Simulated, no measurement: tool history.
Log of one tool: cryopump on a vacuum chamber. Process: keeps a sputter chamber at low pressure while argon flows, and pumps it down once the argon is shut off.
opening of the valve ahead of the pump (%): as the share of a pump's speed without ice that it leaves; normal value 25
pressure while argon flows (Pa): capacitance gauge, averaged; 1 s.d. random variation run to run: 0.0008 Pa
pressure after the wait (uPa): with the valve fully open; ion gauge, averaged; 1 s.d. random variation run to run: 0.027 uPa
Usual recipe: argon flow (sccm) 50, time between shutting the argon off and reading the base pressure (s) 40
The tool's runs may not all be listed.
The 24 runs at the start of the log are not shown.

run   hour  argon flow (sccm)  time between shutting the argon off and reading the base pressure (s)  opening of the valve ahead of the pump (%)  hours of work since the pump was warmed up and emptied  hours of work since the cold head was overhauled  hours of work since the chamber's fittings were tightened  pressure while argon flows (Pa)  pressure after the wait (uPa)
 25  563.0                 50                                                                    164                                          41                                                     797                                               797                                                       1924                           0.1069                           1.30
 26  577.4                 69                                                                    164                                          45                                                     804                                               804                                                       1931                           0.1352                           1.32
 27  600.7                 69                                                                    164                                          45                                                     816                                               816                                                       1943                           0.1356                           1.34
 28  626.2                 69                                                                    164                                          45                                                     829                                               829                                                       1955                           0.1354                           1.39
 29  644.7                 69                                                                    164                                          45                                                     838                                               838                                                       1965                           0.1355                           1.39
 30  676.2                 51                                                                    209                                          17                                                     854                                               854                                                       1981                           0.2484                           1.25
 31  691.5                 51                                                                    209                                          17                                                     862                                               862                                                       1988                           0.2475                           1.36
 32  723.7                 50                                                                     40                                          50                                                     878                                               878                                                       2004                           0.0896                           2.20
 33  752.7                 47                                                                     40                                          50                                                     893                                               893                                                       2019                           0.0855                           2.25
 34  777.4                 46                                                                    131                                          25                                                     905                                               905                                                       2031                           0.1565                           1.44

Branching from run 34: 4 alternative next runs. What would each branch give?
  A  803.1                 50                                                                     40                                          28                                                     918                                               918                                                       2044                                ?                              ?
  B  803.1                 30                                                                    224                                          17                                                     918                                               918                                                       2044                                ?                              ?
  C  803.1                 65                                                                     40                                          50                                                     918                                               918                                                       2044                                ?                              ?
  D  803.1                 28                                                                    184                                          25                                                     918                                               918                                                       2044                                ?                              ?

run  pressure while argon flows (Pa)  pressure after the wait (uPa)
  A                           0.1526                           2.22
  B                           0.1454                           1.34
  C                           0.1187                           2.26
  D                           0.0948                           1.42
With the hidden condition removed and each run's random variation left untouched, the same runs would have given:
run  pressure while argon flows (Pa)  pressure after the wait (uPa)
  A                           0.1400                           1.21
  B                           0.1379                           0.32
  C                           0.1024                           1.22
  D                           0.0877                           0.40
